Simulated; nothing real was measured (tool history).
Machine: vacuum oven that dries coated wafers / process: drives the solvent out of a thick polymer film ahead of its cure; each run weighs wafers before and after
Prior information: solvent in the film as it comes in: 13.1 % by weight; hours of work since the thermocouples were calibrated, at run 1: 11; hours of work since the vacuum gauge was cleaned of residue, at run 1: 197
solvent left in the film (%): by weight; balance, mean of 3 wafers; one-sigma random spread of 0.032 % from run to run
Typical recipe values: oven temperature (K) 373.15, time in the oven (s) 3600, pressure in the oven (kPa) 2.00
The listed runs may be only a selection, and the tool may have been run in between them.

run	hour	oven temperature (K)	time in the oven (s)	pressure in the oven (kPa)	hours of work since the thermocouples were calibrated	hours of work since the vacuum gauge was cleaned of residue	solvent left in the film (%)
1	0.0	373.15	3600	2.00	11	197	2.44
2	48.6	362.15	3600	2.00	32	218	5.51
3	96.7	362.15	3600	2.00	53	239	5.37
4	144.4	379.15	3600	2.00	73	259	1.44
5	176.8	379.15	3600	2.00	87	273	1.44
6	213.6	370.15	6180	1.77	103	289	1.82
7	243.0	368.15	1860	2.00	116	302	5.89
8	288.9	368.15	1860	2.00	136	322	5.86
9	333.1	368.15	4980	3.95	155	341	4.19

For run 10, what comes out?
10	377.3	365.15	3600	2.00	174	360	?

Run 10 measured solvent left in the film (%) 4.60.
Take away the tool's hidden state, keep the run-to-run variation as it was, and the same run would have given solvent left in the film (%) 4.59.

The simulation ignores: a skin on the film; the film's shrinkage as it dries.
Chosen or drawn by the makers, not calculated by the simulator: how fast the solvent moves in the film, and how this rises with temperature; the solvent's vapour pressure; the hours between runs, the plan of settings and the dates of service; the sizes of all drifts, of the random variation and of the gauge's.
